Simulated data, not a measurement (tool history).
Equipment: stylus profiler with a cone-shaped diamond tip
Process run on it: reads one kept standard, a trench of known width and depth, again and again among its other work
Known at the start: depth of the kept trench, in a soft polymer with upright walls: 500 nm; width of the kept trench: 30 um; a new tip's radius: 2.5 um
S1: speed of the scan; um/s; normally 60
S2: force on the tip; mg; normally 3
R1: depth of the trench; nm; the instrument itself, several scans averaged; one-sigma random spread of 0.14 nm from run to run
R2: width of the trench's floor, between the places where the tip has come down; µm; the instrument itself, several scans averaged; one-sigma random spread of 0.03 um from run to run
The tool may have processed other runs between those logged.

run,day,S1,S2,R1,R2
1,0,60,3,505.55,26.31
2,0.433,60,3,505.76,26.35
3,0.917,60,3,505.58,26.38
4,1.229,60,3,505.85,26.36
5,1.833,114,3,505.69,26.14
6,2.308,83,3,505.73,26.24
7,2.846,83,3,505.56,26.16
8,3.233,83,3,505.63,26.2
9,3.65,17,3,505.68,26.52
10,4.146,60,3,505.99,26.31
11,4.542,33,3,505.42,26.51
12,5.125,186,3,505.94,25.58
13,5.442,60,3,505.63,26.33
14,5.767,66,3,505.71,26.31
15,6.404,60,1.18,503.02,26.1
16,6.725,60,1.18,503.16,26.08
17,7.046,60,1.18,503.45,26.11
18,7.575,103,1.18,503.15,25.72
19,8.046,103,1.18,503.22,25.73
20,8.317,103,1.18,503.3,25.7
21,8.608,103,1.18,503.35,25.72
22,9.079,103,1.18,503.36,25.69
23,9.542,103,1.18,503.34,25.7
24,9.975,111,1.18,503.25,25.64
25,10.258,39,3,505.71,26.35
26,10.538,29,2.66,505.32,26.33
27,10.804,29,2.66,505.14,26.42
28,11.379,101,6.96,509.69,26.15
29,11.775,47,4,506.72,26.38
30,12.242,35,1.79,504.05,26.33
31,12.6,19,1.26,503.36,26.37
32,12.879,19,1.26,503.46,26.39
33,13.292,40,1.26,503.42,26.2
34,13.888,40,1.26,503.56,26.16
35,14.342,40,1.26,503.45,26.22
36,14.858,38,4.74,507.85,26.34
37,15.362,107,4.04,506.73,26.02
38,15.679,25,3.37,506.4,26.32
39,16.271,63,4.17,506.86,26.18
40,16.562,38,5.32,508.11,26.36
41,16.908,38,2.25,504.81,26.2
42,17.342,38,2.25,505.06,26.2

Predict each of these 3 candidate next runs independently; none follows another, all start after run 42:
A,17.862,37,1.11,?,?
B,17.862,60,6.87,?,?
C,17.862,49,2.25,?,?

run,R1,R2
A,503.5,26.13
B,509.58,26.21
C,504.84,26.17
The same runs, with their run-to-run variation unchanged, on a tool lacking any hidden condition would have given:
run,R1,R2
A,502.79,26.65
B,508.86,26.74
C,504.12,26.69
